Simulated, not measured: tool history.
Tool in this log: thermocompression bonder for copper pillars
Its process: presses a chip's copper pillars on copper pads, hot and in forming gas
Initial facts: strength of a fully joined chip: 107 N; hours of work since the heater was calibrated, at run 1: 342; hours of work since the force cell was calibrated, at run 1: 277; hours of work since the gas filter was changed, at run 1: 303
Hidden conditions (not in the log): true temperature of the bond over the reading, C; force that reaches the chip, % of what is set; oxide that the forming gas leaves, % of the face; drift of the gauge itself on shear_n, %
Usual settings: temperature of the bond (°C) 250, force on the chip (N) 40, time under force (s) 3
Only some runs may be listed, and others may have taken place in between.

run	hour	temperature of the bond (°C)	force on the chip (N)	time under force (s)	hours of work since the heater was calibrated	hours of work since the force cell was calibrated	hours of work since the gas filter was changed	force that shears a chip off (N)
1	0.0	250	40	3	342	277	303	74.6
2	9.1	250	40	3	347	282	308	74.9
3	25.3	250	40	3	355	290	316	74.4
4	37.7	250	40	3	362	297	323	74.1
5	49.5	250	40	3	368	303	329	74.7
6	61.8	250	40	3	374	310	335	74.1
7	77.7	250	40	8	382	318	344	92.5
8	94.0	250	40	8	391	326	352	91.8
9	102.0	250	40	8	395	331	356	92.2
10	111.0	250	40	8	400	335	361	92.3
11	119.1	250	33	8	404	339	365	83.5
12	129.6	250	33	8	410	345	371	83.6
13	145.0	250	40	3	418	353	379	74.5
14	157.1	250	40	3	424	359	385	75.8
15	166.1	250	34	3	429	364	390	66.3
16	179.5	250	34	4	436	371	397	71.8
17	196.0	250	34	4	444	380	405	72.1
18	204.9	250	34	4	449	384	410	71.6
19	217.9	250	34	4	456	391	417	72.1
20	234.2	250	34	4	464	400	425	72.0
21	252.3	261	27	7	474	409	435	76.6
22	265.8	261	27	7	481	416	442	77.2
23	275.6	261	27	7	486	421	447	77.1
24	290.9	243	51	2	494	429	455	77.0
25	300.5	243	51	2	499	434	460	77.1
26	309.5	245	41	7	503	439	465	90.3
27	327.5	269	36	2	513	448	474	73.3
28	345.5	269	36	2	522	458	484	72.8
# hour 359.6: forming gas filter changed
29	361.6	241	58	5	530	466	1	97.5
30	371.1	276	40	3	535	471	6	89.4
31	379.2	256	54	2	540	475	10	87.9
# hour 386.8: gauge calibrated
32	386.9	250	47	6	544	479	14	93.4
33	396.0	222	40	7	548	484	19	73.9
34	406.6	250	40	7	554	489	24	89.3
35	420.0	250	35	8	561	496	32	85.7

Hidden condition of the tool, last listed run before each entry between runs versus first listed run after:
Run 28 -> run 29: forming gas filter changed (hour 359.6)
  oxide that the forming gas leaves, % of the face: 0.59 -> 0.5; drift of the gauge itself on shear_n, %: 2.22 -> 2.32
  difference, measured minus the result without the unlogged condition, force that shears a chip off (N): +1.5 -> +2.2
Run 31 -> run 32: gauge calibrated (hour 386.8)
  drift of the gauge itself on shear_n, %: 2.44 -> 0
  difference, measured minus the result without the unlogged condition, force that shears a chip off (N): +2.1 -> +0.0
